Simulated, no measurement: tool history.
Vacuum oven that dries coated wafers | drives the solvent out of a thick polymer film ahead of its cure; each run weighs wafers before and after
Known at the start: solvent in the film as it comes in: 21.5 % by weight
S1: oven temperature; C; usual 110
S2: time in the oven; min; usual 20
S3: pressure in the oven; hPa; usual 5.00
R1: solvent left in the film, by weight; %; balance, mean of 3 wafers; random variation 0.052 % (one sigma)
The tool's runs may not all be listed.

run	hour	S1	S2	S3	R1
1	0.0	110	20	5.00	1.66
2	12.7	110	20	5.00	1.70
3	22.1	110	20	5.00	1.62
4	43.2	110	20	5.00	1.58
5	53.7	110	20	5.00	1.62
6	66.1	110	12	5.00	3.97
7	87.4	110	20	5.00	1.63
8	105.3	110	20	5.00	1.67
9	115.5	110	20	5.00	1.66
10	124.7	110	20	14.42	2.20
11	136.9	110	20	5.00	1.66
12	149.5	110	20	5.00	1.66
13	167.7	110	20	5.00	1.69
14	188.6	120	36	7.78	0.44
15	204.1	120	36	7.78	0.51
16	225.0	116	31	7.78	0.56
17	236.5	110	23	16.74	2.12
18	247.5	99	23	13.98	5.07
19	267.8	99	23	13.98	5.26
20	286.3	123	31	9.02	0.43
21	296.5	106	20	16.74	3.46

Forecast run 22:
22	312.0	112	12	16.74	?

R1: 3.98 %
Without the tool's hidden state the same run would have given R1 3.65 %.
